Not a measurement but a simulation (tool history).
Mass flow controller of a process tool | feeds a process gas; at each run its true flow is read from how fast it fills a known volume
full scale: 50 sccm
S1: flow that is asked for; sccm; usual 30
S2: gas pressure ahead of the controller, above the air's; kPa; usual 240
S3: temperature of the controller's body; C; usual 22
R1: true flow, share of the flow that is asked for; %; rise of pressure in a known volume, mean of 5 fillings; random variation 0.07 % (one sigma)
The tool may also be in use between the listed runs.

run	day	S1	S2	S3	R1
1	0.000	30	240	22	99.41
2	3.696	30	240	22	99.56
3	7.338	30	240	34	100.50
4	10.604	30	160	22	99.62
5	12.775	7	240	22	101.06
6	15.733	7	240	22	101.11
7	19.283	7	240	22	101.28
8	21.712	7	240	22	101.29
9	23.762	7	240	22	101.39
10	26.125	7	240	22	101.49
11	28.217	5	226	28	103.55
12	32.225	30	240	20	99.36
13	34.312	6	240	28	102.92
14	36.371	8	270	27	101.79
15	38.725	30	147	26	100.14

Forecast each of these 5 alternatives for the next run:
A	42.712	30	240	32	?
B	42.712	9	222	39	?
C	42.712	6	168	30	?
D	42.712	30	170	22	?
E	42.712	35	162	22	?

run	R1
A	100.44
B	102.71
C	103.59
D	99.83
E	99.88
Without the tool's hidden state the same runs would have given:
run	R1
A	99.64
B	99.49
C	98.64
D	99.02
E	99.22

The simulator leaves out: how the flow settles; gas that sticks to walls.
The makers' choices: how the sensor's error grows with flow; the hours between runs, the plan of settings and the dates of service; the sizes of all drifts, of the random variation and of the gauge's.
